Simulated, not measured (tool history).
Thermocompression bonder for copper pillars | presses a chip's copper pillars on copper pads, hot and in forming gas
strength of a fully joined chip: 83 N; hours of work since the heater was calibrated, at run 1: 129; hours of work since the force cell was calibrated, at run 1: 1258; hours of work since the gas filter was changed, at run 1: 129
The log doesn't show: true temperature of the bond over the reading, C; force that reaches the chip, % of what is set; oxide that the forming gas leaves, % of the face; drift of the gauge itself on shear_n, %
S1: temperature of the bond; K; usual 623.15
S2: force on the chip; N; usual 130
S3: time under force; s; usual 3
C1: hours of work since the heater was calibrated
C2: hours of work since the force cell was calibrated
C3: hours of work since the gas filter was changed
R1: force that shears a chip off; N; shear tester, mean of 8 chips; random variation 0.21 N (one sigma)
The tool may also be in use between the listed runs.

run,hour,S1,S2,S3,C1,C2,C3,R1
1,0.0,623.15,130,3,129,1258,129,32.4
2,44.4,623.15,130,2,156,1285,156,27.4
3,88.9,623.15,130,2,183,1312,183,27.3
4,149.4,623.15,130,2,219,1349,219,27.2
5,197.1,623.15,130,2,248,1378,248,26.8
6,224.3,623.15,130,2,265,1394,265,26.6
7,252.2,623.15,130,2,282,1411,282,27.2
# hour 279.3: forming gas filter changed
8,294.9,623.15,130,2,307,1437,9,28.7
9,333.5,623.15,130,3,331,1460,33,33.2
10,383.0,623.15,130,3,361,1490,63,32.8
11,409.3,623.15,130,3,377,1506,79,33.3
12,450.3,623.15,130,3,402,1531,104,32.7
13,503.9,623.15,130,3,434,1564,136,32.3
14,555.5,640.15,130,3,466,1595,168,37.6
15,602.4,640.15,130,2,494,1624,196,32.3
16,664.5,637.15,130,3,532,1661,234,36.4
17,698.7,621.15,158,5,553,1682,255,42.5
18,749.3,623.15,86,2,584,1713,286,19.7
# hour 773.5: forming gas filter changed
19,783.2,623.15,130,2,604,1733,6,28.6
20,822.6,648.15,109,2,628,1757,30,32.3
21,857.7,616.15,130,2,649,1779,51,26.3
22,919.3,641.15,191,3,687,1816,89,48.9
23,946.6,643.15,176,6,703,1833,105,57.4
24,985.1,645.15,145,3,726,1856,129,43.3
25,1018.5,630.15,113,2,747,1876,149,27.5
26,1058.1,641.15,96,4,771,1900,173,35.8
27,1107.7,633.15,130,3,801,1930,203,35.7
# hour 1118.3: force cell calibrated
28,1138.0,648.15,147,3,818,12,220,45.9

Hidden state or all else? Some run-to-run changes of R1, split into what the settings, what came in and random variation would give without the hidden state, and what is left for the hidden state (with any gauge scatter that isn't in both results):
Run 7 -> 8: forming gas filter changed. R1 +1.5 N: hidden state +1.5, all else +0.0.
Run 17 -> 18: S1 621.15 -> 623.15, S2 158 -> 86, S3 5 -> 2. R1 -22.8 N: hidden state +1.2, all else -24.0.
Run 21 -> 22: S1 616.15 -> 641.15, S2 130 -> 191, S3 2 -> 3. R1 +22.6 N: hidden state -0.7, all else +23.3.
Run 27 -> 28: S1 633.15 -> 648.15, S2 130 -> 147, force cell calibrated. R1 +10.2 N: hidden state +1.6, all else +8.6.

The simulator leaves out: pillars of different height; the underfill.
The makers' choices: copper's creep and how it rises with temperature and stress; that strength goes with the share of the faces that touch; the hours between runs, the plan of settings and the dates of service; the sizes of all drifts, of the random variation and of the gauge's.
